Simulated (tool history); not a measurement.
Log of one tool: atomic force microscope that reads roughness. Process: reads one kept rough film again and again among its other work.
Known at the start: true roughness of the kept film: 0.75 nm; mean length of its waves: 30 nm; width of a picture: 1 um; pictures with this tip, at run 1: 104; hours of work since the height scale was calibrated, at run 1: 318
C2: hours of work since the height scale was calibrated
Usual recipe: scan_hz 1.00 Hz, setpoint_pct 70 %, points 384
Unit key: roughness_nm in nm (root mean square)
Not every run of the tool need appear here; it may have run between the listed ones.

{"run": 1, "hour": 0.0, "scan_hz": 1.0, "setpoint_pct": 70, "points": 384, "pictures with this tip": 104, "C2": 318, "roughness_nm": 0.694}
{"run": 2, "hour": 9.6, "scan_hz": 2.11, "setpoint_pct": 70, "points": 384, "pictures with this tip": 113, "C2": 324, "roughness_nm": 0.657}
{"run": 3, "hour": 24.2, "scan_hz": 2.11, "setpoint_pct": 70, "points": 384, "pictures with this tip": 126, "C2": 332, "roughness_nm": 0.662}
{"run": 4, "hour": 34.3, "scan_hz": 2.11, "setpoint_pct": 70, "points": 384, "pictures with this tip": 135, "C2": 338, "roughness_nm": 0.664}
{"run": 5, "hour": 42.7, "scan_hz": 1.0, "setpoint_pct": 70, "points": 384, "pictures with this tip": 143, "C2": 343, "roughness_nm": 0.694}
{"run": 6, "hour": 57.6, "scan_hz": 1.0, "setpoint_pct": 70, "points": 384, "pictures with this tip": 156, "C2": 352, "roughness_nm": 0.698}
{"run": 7, "hour": 74.1, "scan_hz": 1.0, "setpoint_pct": 70, "points": 384, "pictures with this tip": 171, "C2": 361, "roughness_nm": 0.697}
{"run": 8, "hour": 92.3, "scan_hz": 1.0, "setpoint_pct": 70, "points": 384, "pictures with this tip": 187, "C2": 372, "roughness_nm": 0.695}
{"run": 9, "hour": 109.1, "scan_hz": 1.0, "setpoint_pct": 73, "points": 384, "pictures with this tip": 203, "C2": 382, "roughness_nm": 0.69}
{"run": 10, "hour": 122.0, "scan_hz": 1.0, "setpoint_pct": 70, "points": 384, "pictures with this tip": 214, "C2": 389, "roughness_nm": 0.693}
{"run": 11, "hour": 139.7, "scan_hz": 1.0, "setpoint_pct": 70, "points": 384, "pictures with this tip": 230, "C2": 400, "roughness_nm": 0.694}
{"run": 12, "hour": 154.7, "scan_hz": 1.0, "setpoint_pct": 70, "points": 266, "pictures with this tip": 244, "C2": 409, "roughness_nm": 0.691}
{"run": 13, "hour": 171.7, "scan_hz": 1.0, "setpoint_pct": 70, "points": 266, "pictures with this tip": 259, "C2": 419, "roughness_nm": 0.691}
{"run": 14, "hour": 182.1, "scan_hz": 1.0, "setpoint_pct": 70, "points": 266, "pictures with this tip": 268, "C2": 425, "roughness_nm": 0.691}
{"run": 15, "hour": 196.3, "scan_hz": 1.0, "setpoint_pct": 70, "points": 266, "pictures with this tip": 281, "C2": 433, "roughness_nm": 0.69}
{"run": 16, "hour": 213.4, "scan_hz": 1.1, "setpoint_pct": 65, "points": 384, "pictures with this tip": 296, "C2": 443, "roughness_nm": 0.702}
{"run": 17, "hour": 227.9, "scan_hz": 1.1, "setpoint_pct": 65, "points": 384, "pictures with this tip": 309, "C2": 452, "roughness_nm": 0.703}

Run 18, settings as shown, results not yet in. Your forecast:
{"run": 18, "hour": 240.6, "scan_hz": 1.1, "setpoint_pct": 65, "points": 869, "pictures with this tip": 321, "C2": 459, "roughness_nm": "?"}

For run 18 the tool returned roughness_nm 0.708 nm (root mean square).
If the tool had no hidden condition, the same run with the same run-to-run variation would have returned roughness_nm 0.708 nm (root mean square).
